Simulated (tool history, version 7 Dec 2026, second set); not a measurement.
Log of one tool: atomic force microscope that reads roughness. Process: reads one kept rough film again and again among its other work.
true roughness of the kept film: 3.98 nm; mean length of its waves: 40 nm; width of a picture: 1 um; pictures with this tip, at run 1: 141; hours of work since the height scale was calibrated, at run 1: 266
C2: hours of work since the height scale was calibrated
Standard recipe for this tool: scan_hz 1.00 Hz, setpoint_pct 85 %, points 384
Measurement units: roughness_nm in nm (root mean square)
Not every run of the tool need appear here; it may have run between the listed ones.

{"run": 1, "hour": 0.0, "scan_hz": 1.0, "setpoint_pct": 85, "points": 384, "pictures with this tip": 141, "C2": 266, "roughness_nm": 3.03}
{"run": 2, "hour": 9.1, "scan_hz": 1.0, "setpoint_pct": 85, "points": 384, "pictures with this tip": 163, "C2": 273, "roughness_nm": 2.98}
{"hour": 15.8, "done": "new tip fitted"}
{"run": 3, "hour": 17.9, "scan_hz": 1.0, "setpoint_pct": 85, "points": 384, "pictures with this tip": 6, "C2": 278, "roughness_nm": 3.361}
{"run": 4, "hour": 23.7, "scan_hz": 1.0, "setpoint_pct": 85, "points": 384, "pictures with this tip": 20, "C2": 283, "roughness_nm": 3.357}
{"run": 5, "hour": 32.7, "scan_hz": 0.59, "setpoint_pct": 85, "points": 384, "pictures with this tip": 41, "C2": 289, "roughness_nm": 3.429}
{"run": 6, "hour": 39.0, "scan_hz": 0.59, "setpoint_pct": 85, "points": 384, "pictures with this tip": 56, "C2": 293, "roughness_nm": 3.386}
{"run": 7, "hour": 46.2, "scan_hz": 1.0, "setpoint_pct": 85, "points": 384, "pictures with this tip": 73, "C2": 298, "roughness_nm": 3.197}
{"run": 8, "hour": 54.5, "scan_hz": 1.0, "setpoint_pct": 85, "points": 384, "pictures with this tip": 93, "C2": 304, "roughness_nm": 3.172}
{"run": 9, "hour": 62.6, "scan_hz": 1.0, "setpoint_pct": 85, "points": 384, "pictures with this tip": 112, "C2": 310, "roughness_nm": 3.153}
{"run": 10, "hour": 66.8, "scan_hz": 1.0, "setpoint_pct": 85, "points": 949, "pictures with this tip": 122, "C2": 312, "roughness_nm": 3.118}
{"run": 11, "hour": 75.0, "scan_hz": 1.0, "setpoint_pct": 85, "points": 949, "pictures with this tip": 142, "C2": 318, "roughness_nm": 3.067}
{"run": 12, "hour": 80.0, "scan_hz": 0.9, "setpoint_pct": 85, "points": 384, "pictures with this tip": 154, "C2": 322, "roughness_nm": 3.073}
{"hour": 90.3, "done": "new tip fitted"}
{"run": 13, "hour": 90.3, "scan_hz": 0.9, "setpoint_pct": 85, "points": 384, "pictures with this tip": 0, "C2": 328, "roughness_nm": 3.432}
{"run": 14, "hour": 97.9, "scan_hz": 1.0, "setpoint_pct": 85, "points": 780, "pictures with this tip": 18, "C2": 334, "roughness_nm": 3.364}
{"run": 15, "hour": 108.1, "scan_hz": 1.0, "setpoint_pct": 85, "points": 786, "pictures with this tip": 42, "C2": 341, "roughness_nm": 3.293}
{"run": 16, "hour": 115.2, "scan_hz": 1.0, "setpoint_pct": 85, "points": 786, "pictures with this tip": 59, "C2": 346, "roughness_nm": 3.261}
{"run": 17, "hour": 122.6, "scan_hz": 2.7, "setpoint_pct": 83, "points": 384, "pictures with this tip": 77, "C2": 351, "roughness_nm": 2.851}
{"run": 18, "hour": 129.9, "scan_hz": 0.93, "setpoint_pct": 85, "points": 385, "pictures with this tip": 94, "C2": 356, "roughness_nm": 3.205}
{"run": 19, "hour": 139.5, "scan_hz": 0.93, "setpoint_pct": 85, "points": 385, "pictures with this tip": 117, "C2": 363, "roughness_nm": 3.159}
{"run": 20, "hour": 147.4, "scan_hz": 0.82, "setpoint_pct": 73, "points": 495, "pictures with this tip": 136, "C2": 368, "roughness_nm": 3.253}
{"hour": 149.1, "done": "height scale calibrated on a step standard"}
{"run": 21, "hour": 154.5, "scan_hz": 0.82, "setpoint_pct": 73, "points": 708, "pictures with this tip": 151, "C2": 4, "roughness_nm": 3.201}
{"run": 22, "hour": 163.3, "scan_hz": 0.64, "setpoint_pct": 70, "points": 384, "pictures with this tip": 172, "C2": 10, "roughness_nm": 3.208}
{"hour": 166.5, "done": "new tip fitted"}
{"run": 23, "hour": 173.3, "scan_hz": 2.2, "setpoint_pct": 57, "points": 960, "pictures with this tip": 16, "C2": 16, "roughness_nm": 3.509}
{"run": 24, "hour": 179.4, "scan_hz": 2.2, "setpoint_pct": 57, "points": 960, "pictures with this tip": 31, "C2": 21, "roughness_nm": 3.488}
{"run": 25, "hour": 184.2, "scan_hz": 0.73, "setpoint_pct": 85, "points": 384, "pictures with this tip": 42, "C2": 24, "roughness_nm": 3.375}
{"run": 26, "hour": 192.1, "scan_hz": 2.2, "setpoint_pct": 65, "points": 384, "pictures with this tip": 61, "C2": 30, "roughness_nm": 3.32}
{"hour": 195.0, "done": "height scale calibrated on a step standard, once more"}
{"run": 27, "hour": 202.6, "scan_hz": 0.84, "setpoint_pct": 55, "points": 759, "pictures with this tip": 84, "C2": 5, "roughness_nm": 3.417}
{"run": 28, "hour": 207.7, "scan_hz": 0.84, "setpoint_pct": 58, "points": 562, "pictures with this tip": 96, "C2": 9, "roughness_nm": 3.399}
{"run": 29, "hour": 214.7, "scan_hz": 0.84, "setpoint_pct": 58, "points": 562, "pictures with this tip": 113, "C2": 14, "roughness_nm": 3.347}
{"run": 30, "hour": 222.0, "scan_hz": 1.07, "setpoint_pct": 58, "points": 294, "pictures with this tip": 130, "C2": 19, "roughness_nm": 3.258}
{"run": 31, "hour": 227.5, "scan_hz": 1.1, "setpoint_pct": 85, "points": 384, "pictures with this tip": 143, "C2": 23, "roughness_nm": 3.008}
{"run": 32, "hour": 237.3, "scan_hz": 1.1, "setpoint_pct": 85, "points": 384, "pictures with this tip": 166, "C2": 29, "roughness_nm": 2.981}

Table of differences, measured result less the result of that run with no hidden state. Run-to-run variation is the same in both. Gauge scatter possibly is not:
The tool's hidden condition here consists of: radius of the tip, nm; height scale over the true one, %; drift of the gauge itself on roughness_nm, %.
run=1 roughness_nm=-0.367
run=2 roughness_nm=-0.413
run=3 roughness_nm=-0.013
run=4 roughness_nm=-0.045
run=5 roughness_nm=-0.101
run=6 roughness_nm=-0.139
run=7 roughness_nm=-0.173
run=8 roughness_nm=-0.219
run=9 roughness_nm=-0.264
run=10 roughness_nm=-0.285
run=11 roughness_nm=-0.325
run=12 roughness_nm=-0.354
run=13 roughness_nm=-0.003
run=14 roughness_nm=-0.048
run=15 roughness_nm=-0.106
run=16 roughness_nm=-0.148
run=17 roughness_nm=-0.168
run=18 roughness_nm=-0.231
run=19 roughness_nm=-0.280
run=20 roughness_nm=-0.331
run=21 roughness_nm=-0.363
run=22 roughness_nm=-0.415
run=23 roughness_nm=-0.044
run=24 roughness_nm=-0.086
run=25 roughness_nm=-0.113
run=26 roughness_nm=-0.161
run=27 roughness_nm=-0.248
run=28 roughness_nm=-0.278
run=29 roughness_nm=-0.317
run=30 roughness_nm=-0.352
run=31 roughness_nm=-0.355
run=32 roughness_nm=-0.398
